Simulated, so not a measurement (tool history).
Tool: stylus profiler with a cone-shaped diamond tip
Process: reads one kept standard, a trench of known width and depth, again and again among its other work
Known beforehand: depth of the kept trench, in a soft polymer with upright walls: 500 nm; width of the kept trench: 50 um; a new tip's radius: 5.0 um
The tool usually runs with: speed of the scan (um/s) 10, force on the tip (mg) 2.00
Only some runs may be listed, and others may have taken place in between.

| run | hour | speed of the scan (um/s) | force on the tip (mg) | depth of the trench (nm) | width of the trench's floor (um) |
|---|---|---|---|---|---|
| 1 | 0.0 | 10 | 2.00 | 505.76 | 45.52 |
| 2 | 52.1 | 10 | 2.00 | 506.00 | 45.39 |
| 3 | 101.3 | 10 | 2.00 | 505.59 | 45.27 |
| 4 | 147.1 | 10 | 2.00 | 505.39 | 45.19 |
| 5 | 207.4 | 10 | 2.00 | 505.39 | 45.11 |
| 6 | 252.2 | 8 | 2.00 | 505.21 | 44.97 |
| 7 | 308.5 | 8 | 2.00 | 505.44 | 44.94 |
| 8 | 369.8 | 4 | 2.00 | 505.03 | 44.79 |
| 9 | 403.1 | 4 | 2.00 | 504.98 | 44.77 |
| 10 | 457.9 | 4 | 2.00 | 504.98 | 44.64 |
| 11 | 510.4 | 4 | 2.00 | 504.65 | 44.57 |
| 12 | 559.9 | 10 | 2.00 | 504.60 | 44.46 |
| 13 | 618.4 | 10 | 2.00 | 504.69 | 44.34 |
| 14 | 685.0 | 10 | 2.00 | 504.77 | 44.21 |
| 15 | 719.6 | 10 | 2.00 | 504.27 | 44.18 |
| 16 | 770.1 | 10 | 2.26 | 505.11 | 44.09 |
| 17 | 801.4 | 10 | 2.00 | 504.45 | 44.08 |
| 18 | 858.4 | 10 | 2.00 | 504.24 | 43.97 |
| 19 | 889.1 | 10 | 2.00 | 504.31 | 43.97 |
| 20 | 945.3 | 5 | 2.00 | 504.05 | 43.90 |
| 21 | 980.1 | 5 | 2.00 | 503.99 | 43.78 |
| 22 | 1034.0 | 5 | 3.80 | 506.88 | 43.75 |
| 23 | 1073.4 | 8 | 0.77 | 501.08 | 43.66 |
|  | 1079.9 | height scale calibrated on a step standard |
| 24 | 1120.0 | 8 | 0.77 | 500.13 | 43.53 |
| 25 | 1153.3 | 10 | 3.75 | 505.90 | 43.54 |
|  | 1184.6 | height scale calibrated on a step standard, once more |
| 26 | 1190.6 | 10 | 3.75 | 508.55 | 43.46 |
| 27 | 1251.8 | 31 | 1.72 | 504.91 | 43.21 |
| 28 | 1313.5 | 31 | 1.72 | 504.88 | 43.16 |
| 29 | 1375.7 | 3 | 2.00 | 505.28 | 43.24 |
| 30 | 1410.2 | 13 | 2.60 | 506.58 | 43.18 |
| 31 | 1438.3 | 24 | 1.18 | 503.65 | 43.01 |
| 32 | 1492.6 | 4 | 1.18 | 503.60 | 43.06 |
| 33 | 1547.4 | 4 | 1.18 | 503.35 | 43.02 |
| 34 | 1585.8 | 8 | 5.57 | 510.73 | 42.95 |
| 35 | 1617.5 | 8 | 5.57 | 510.76 | 42.91 |
| 36 | 1652.4 | 17 | 3.83 | 507.76 | 42.79 |
| 37 | 1715.7 | 26 | 1.63 | 504.03 | 42.62 |

The next listed run, before its measurement:
| 38 | 1781.6 | 4 | 2.14 | ? | ? |

{"run 38": {"depth of the trench (nm)": 504.93, "width of the trench's floor (um)": 42.7}}
The same run, on a tool lacking any hidden state, would have yielded depth of the trench (nm) 506.02, width of the trench's floor (um) 45.61.
